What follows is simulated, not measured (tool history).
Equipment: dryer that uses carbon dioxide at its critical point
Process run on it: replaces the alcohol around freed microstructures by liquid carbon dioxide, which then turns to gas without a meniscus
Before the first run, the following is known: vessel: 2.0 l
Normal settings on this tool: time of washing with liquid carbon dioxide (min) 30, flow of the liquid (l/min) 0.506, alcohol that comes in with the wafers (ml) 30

run	hour	time of washing with liquid carbon dioxide (min)	flow of the liquid (l/min)	alcohol that comes in with the wafers (ml)	alcohol left in the vessel before it's heated (ppm by volume)
1	0.0	30	0.506	30	152
2	38.2	30	0.506	30	155
3	68.4	30	0.506	30	151
4	118.1	30	0.673	30	92
5	171.7	30	0.673	30	105
6	196.5	30	0.673	30	106
7	247.8	24	0.506	30	361
8	296.5	30	0.506	23	173
9	341.5	24	0.506	30	371
10	393.2	22	0.506	30	490
11	433.6	22	0.438	113	2549
# hour 467.5: inlet filter changed
12	483.0	23	0.329	113	3999
13	535.9	24	0.506	29	338
14	570.4	36	0.569	49	128
15	604.8	36	0.569	49	143
16	634.2	41	0.517	38	138
17	662.2	45	0.824	30	122
18	692.4	29	0.357	119	1934
19	727.1	30	0.702	87	166
20	771.9	30	0.487	31	266

Consider 5 possible next runs. They are alternatives, not a sequence: every one starts from the tool as it was left by run 20. What does each give?
A	799.3	30	0.400	48	?
B	799.3	32	0.449	31	?
C	799.3	30	0.718	87	?
D	799.3	30	0.506	34	?
E	799.3	38	0.354	34	?

run	alcohol left in the vessel before it's heated (ppm by volume)
A	583
B	275
C	175
D	248
E	330
The same runs, with their run-to-run variation unchanged, on a tool lacking any hidden condition would have given:
run	alcohol left in the vessel before it's heated (ppm by volume)
A	352
B	110
C	28
D	87
E	152

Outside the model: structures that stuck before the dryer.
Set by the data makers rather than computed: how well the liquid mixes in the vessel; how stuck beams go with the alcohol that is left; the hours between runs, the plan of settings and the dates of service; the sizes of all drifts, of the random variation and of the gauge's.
